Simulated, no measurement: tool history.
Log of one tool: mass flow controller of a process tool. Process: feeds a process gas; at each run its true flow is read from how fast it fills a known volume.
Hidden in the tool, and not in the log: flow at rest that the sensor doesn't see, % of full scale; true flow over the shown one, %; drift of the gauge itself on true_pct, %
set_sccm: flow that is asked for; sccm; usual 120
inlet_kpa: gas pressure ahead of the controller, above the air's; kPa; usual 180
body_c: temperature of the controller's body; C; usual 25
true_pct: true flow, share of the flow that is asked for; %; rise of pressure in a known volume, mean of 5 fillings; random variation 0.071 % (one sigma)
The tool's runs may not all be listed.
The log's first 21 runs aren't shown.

run	hour	set_sccm	inlet_kpa	body_c	hours of work since the controller was set to zero	hours of work since the controller was changed	true_pct
# hour 6222.6: controller's zero set anew
22	6393.5	116	180	25	133	4978	100.42
23	6640.9	80	180	25	326	5171	100.28
24	6849.3	55	179	25	488	5333	100.34
25	7017.9	55	179	25	619	5465	100.48
26	7425.3	45	259	32	937	5782	100.71
27	7816.5	45	259	32	1241	6087	101.25
28	8161.5	120	179	20	1510	6355	101.69
29	8461.9	120	179	20	1744	6589	101.77
30	8652.9	120	249	30	1893	6738	101.26
31	8844.3	166	248	25	2042	6887	101.69
32	9016.1	120	180	24	2175	7021	101.75
33	9207.8	120	180	24	2325	7170	101.9

Forecast each of these 5 alternatives for the next run:
A	9594.3	46	180	24	2626	7471	?
B	9594.3	144	176	25	2626	7471	?
C	9594.3	120	254	25	2626	7471	?
D	9594.3	29	178	25	2626	7471	?
E	9594.3	100	181	25	2626	7471	?

run	true_pct
A	103.76
B	101.82
C	102.28
D	105.44
E	102.09
Without the tool's hidden state the same runs would have given:
run	true_pct
A	99.16
B	99.51
C	99.75
D	98.89
E	99.3
